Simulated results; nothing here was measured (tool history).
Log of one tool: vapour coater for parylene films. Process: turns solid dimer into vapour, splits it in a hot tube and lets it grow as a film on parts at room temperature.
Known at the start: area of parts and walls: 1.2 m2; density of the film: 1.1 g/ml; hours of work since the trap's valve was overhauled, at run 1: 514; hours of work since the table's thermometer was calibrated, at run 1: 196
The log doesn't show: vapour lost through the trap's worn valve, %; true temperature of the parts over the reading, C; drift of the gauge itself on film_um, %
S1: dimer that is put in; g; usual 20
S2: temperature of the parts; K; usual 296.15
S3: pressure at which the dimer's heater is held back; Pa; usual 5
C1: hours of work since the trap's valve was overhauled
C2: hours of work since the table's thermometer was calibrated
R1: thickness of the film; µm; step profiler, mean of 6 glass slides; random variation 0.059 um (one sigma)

run,hour,S1,S2,S3,C1,C2,R1
1,0,20,296.15,5,514,196,10.45
2,27.5,20,296.15,2.62,527,209,11.14
3,63.8,20,296.15,2.62,545,227,11.04
4,88.7,20,288.15,2.62,557,239,14.06
5,125.7,20,288.15,2.62,575,257,13.78
6,157.7,10,288.15,2.62,590,273,6.91
# hour 164.1: trap's valve overhauled
7,205.6,10,288.15,2.62,20,294,7.42
8,245.3,20,301.15,5,40,313,9.25
9,281.4,20,301.15,5,57,331,9.23
10,306.6,20,301.15,5,69,343,9.24
11,353.4,20,301.15,5,92,366,9.14
12,376.2,20,302.15,8.19,103,377,8.33

The next listed run, before its measurement:
13,414.5,13,302.15,2.73,122,396,?

Run 13 gave R1 6.14 µm.
Without the tool's hidden state the same run would have given R1 6.26 µm.

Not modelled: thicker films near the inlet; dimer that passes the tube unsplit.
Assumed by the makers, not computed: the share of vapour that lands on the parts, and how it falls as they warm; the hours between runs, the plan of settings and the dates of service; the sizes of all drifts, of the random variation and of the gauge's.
